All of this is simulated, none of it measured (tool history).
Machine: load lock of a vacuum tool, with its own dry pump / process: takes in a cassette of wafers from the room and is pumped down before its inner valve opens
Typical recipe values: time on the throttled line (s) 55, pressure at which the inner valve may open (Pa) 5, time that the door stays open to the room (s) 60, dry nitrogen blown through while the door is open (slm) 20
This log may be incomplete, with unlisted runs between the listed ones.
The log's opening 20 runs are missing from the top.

run	day	time on the throttled line (s)	pressure at which the inner valve may open (Pa)	time that the door stays open to the room (s)	dry nitrogen blown through while the door is open (slm)	hours that the pump has run since its overhaul	times that the door has closed on its seal	incoming humidity of the room's air, %	time from the closed door until the inner valve may open (s)	rise of the pressure with all valves shut (Pa/min)
21	75.329	64	6	80	9	12234	9359	45.3	120.5	0.083
22	77.967	64	5	80	9	12297	9531	45.5	120.9	0.091
23	81.400	55	7	60	20	12379	9755	44.0	111.7	0.052
24	85.579	55	7	60	20	12480	10028	44.0	112.6	0.056
25	90.158	55	5	60	6	12590	10326	46.3	114.9	0.081
26	93.954	35	4	74	5	12681	10574	46.4	101.9	0.098
27	99.350	55	10	60	4	12810	10925	43.1	107.3	0.080
28	104.983	55	8	61	20	12945	11292	45.0	111.0	0.061
29	108.229	56	8	37	20	13023	11504	43.6	112.0	0.038
30	112.488	55	5	171	18	13125	11782	42.2	115.5	0.116
31	115.633	55	5	171	18	13201	11987	44.2	114.9	0.131
32	118.550	70	5	171	28	13271	12177	44.3	126.6	0.100
33	121.604	70	5	181	6	13344	12376	46.5	125.1	0.181
34	126.738	86	5	33	6	13468	12711	46.0	137.3	0.053
35	132.029	86	5	33	6	13594	13055	43.1	134.9	0.042
36	136.317	86	5	33	6	13697	13335	46.6	136.6	0.051

Alternative continuations, all from the tool just after run 36; predict every row:
A	141.150	55	5	171	9	13813	13650	41.6	?	?
B	141.150	95	5	33	10	13813	13650	42.5	?	?
C	141.150	86	5	50	6	13813	13650	45.0	?	?
D	141.150	55	5	198	5	13813	13650	45.7	?	?

run	time from the closed door until the inner valve may open (s)	rise of the pressure with all valves shut (Pa/min)
A	116.1	0.139
B	142.3	0.042
C	136.0	0.063
D	114.8	0.201
With no hidden state in the tool, these same runs would have given:
run	time from the closed door until the inner valve may open (s)	rise of the pressure with all valves shut (Pa/min)
A	116.1	0.139
B	142.3	0.042
C	135.9	0.062
D	114.8	0.200

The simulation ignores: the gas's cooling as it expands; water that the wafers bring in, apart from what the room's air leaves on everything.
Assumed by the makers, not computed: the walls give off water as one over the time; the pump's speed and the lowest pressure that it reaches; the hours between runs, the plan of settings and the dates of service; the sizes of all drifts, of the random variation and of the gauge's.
